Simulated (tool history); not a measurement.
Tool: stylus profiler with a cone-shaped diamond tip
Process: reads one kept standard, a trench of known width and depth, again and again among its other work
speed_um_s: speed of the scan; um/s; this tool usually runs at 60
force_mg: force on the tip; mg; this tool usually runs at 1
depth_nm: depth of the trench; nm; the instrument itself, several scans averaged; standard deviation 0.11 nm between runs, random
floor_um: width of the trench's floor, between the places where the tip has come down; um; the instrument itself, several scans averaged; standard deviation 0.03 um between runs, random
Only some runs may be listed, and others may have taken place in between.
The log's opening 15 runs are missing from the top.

run,hour,speed_um_s,force_mg,scans with this tip,hours of work since the height scale was calibrated,depth_nm,floor_um
16,160.5,60,2.62,1665,300,201.72,47.62
17,168.4,60,0.38,1683,303,200.56,47.01
18,183.9,60,0.4,1719,309,200.37,47.02
19,199.2,60,0.4,1754,316,200.3,47.01
20,206.3,60,1.19,1771,319,200.88,47.46
21,214.6,60,2.01,1790,322,201.63,47.55
22,222.2,60,2.01,1808,325,201.33,47.53
23,230.6,60,1,1827,329,200.88,47.4
24,243.5,20,1.98,1857,334,201.25,47.89
25,260,130,2.5,1895,341,201.67,47.15
26,269.2,70,0.42,1917,345,200.36,46.86
27,277.8,15,2.76,1937,348,201.71,47.91
28,290.3,15,2.76,1966,354,201.8,47.9

Run 29 is up next; what results do you expect?
29,303.2,103,1.15,1996,359,?,?

{"run 29": {"depth_nm": 200.8, "floor_um": 47.01}}
On a tool with no hidden condition, and with the same random variation, this run would have come out at depth_nm 201.01 nm, floor_um 47.06 um.

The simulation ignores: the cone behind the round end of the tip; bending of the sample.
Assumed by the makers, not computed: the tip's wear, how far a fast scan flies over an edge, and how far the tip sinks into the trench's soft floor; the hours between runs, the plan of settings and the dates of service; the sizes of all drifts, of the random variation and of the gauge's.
